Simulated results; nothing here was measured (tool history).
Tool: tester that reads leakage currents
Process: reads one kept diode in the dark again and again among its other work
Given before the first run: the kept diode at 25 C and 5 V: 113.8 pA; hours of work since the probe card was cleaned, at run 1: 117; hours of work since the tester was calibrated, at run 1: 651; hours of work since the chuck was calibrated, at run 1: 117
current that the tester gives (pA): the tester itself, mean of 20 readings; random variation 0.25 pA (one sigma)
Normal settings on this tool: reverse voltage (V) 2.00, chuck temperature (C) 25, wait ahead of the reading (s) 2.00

run	day	reverse voltage (V)	chuck temperature (C)	wait ahead of the reading (s)	hours of work since the probe card was cleaned	hours of work since the tester was calibrated	hours of work since the chuck was calibrated	current that the tester gives (pA)
1	0.000	2.00	25	2.00	117	651	117	80.85
2	5.575	2.00	25	2.00	187	721	187	80.63
3	16.904	1.63	25	2.00	328	862	328	73.77
4	24.629	1.63	25	2.00	425	959	425	73.66
5	32.075	1.63	33	2.00	518	1052	518	132.55
6	36.925	2.00	37	2.00	579	1112	579	189.75
7	46.346	2.00	37	2.00	696	1230	696	188.89
8	54.958	2.00	37	2.00	804	1338	804	187.19
# day 56.138: chuck's temperature calibrated
9	66.229	2.00	25	2.00	944	1478	126	82.83
10	72.404	2.00	25	1.91	1021	1555	203	83.10
11	77.771	2.92	25	1.91	1088	1622	270	95.10
12	87.438	2.92	25	1.91	1209	1743	391	94.67
13	95.596	2.92	25	1.91	1311	1845	493	94.10
14	101.804	5.62	25	0.64	1388	1922	571	123.39
15	109.300	5.62	25	0.64	1482	2016	664	122.34
16	114.183	5.62	25	0.64	1543	2077	726	122.76
17	119.479	5.62	59	1.50	1609	2143	792	1202.75
# day 120.771: chuck's temperature calibrated
18	129.938	5.76	42	2.57	1739	2273	115	413.41
19	135.546	4.90	46	2.88	1809	2343	185	508.78
20	144.517	2.63	23	3.13	1921	2455	297	78.90
21	153.854	2.63	23	3.13	2038	2572	414	78.07

Hidden condition of the tool, last listed run before each entry between runs versus first listed run after:
Between runs 8 and 9: chuck's temperature calibrated (day 56.138)
  stray current of the dirty probe card, pA a volt: 0.535 -> 0.628; current scale over the true one, %: 0.1 -> 0.13; true chuck temperature over the reading, C: -0.93 -> -0.01
  measured value less the no-hidden-state value, current that the tester gives (pA): -11.45 -> +1.26
Between runs 17 and 18: chuck's temperature calibrated (day 120.771)
  stray current of the dirty probe card, pA a volt: 1.05 -> 1.138; current scale over the true one, %: 0.26 -> 0.28; true chuck temperature over the reading, C: -0.65 -> -0.21
  measured value less the no-hidden-state value, current that the tester gives (pA): -40.61 -> +1.54
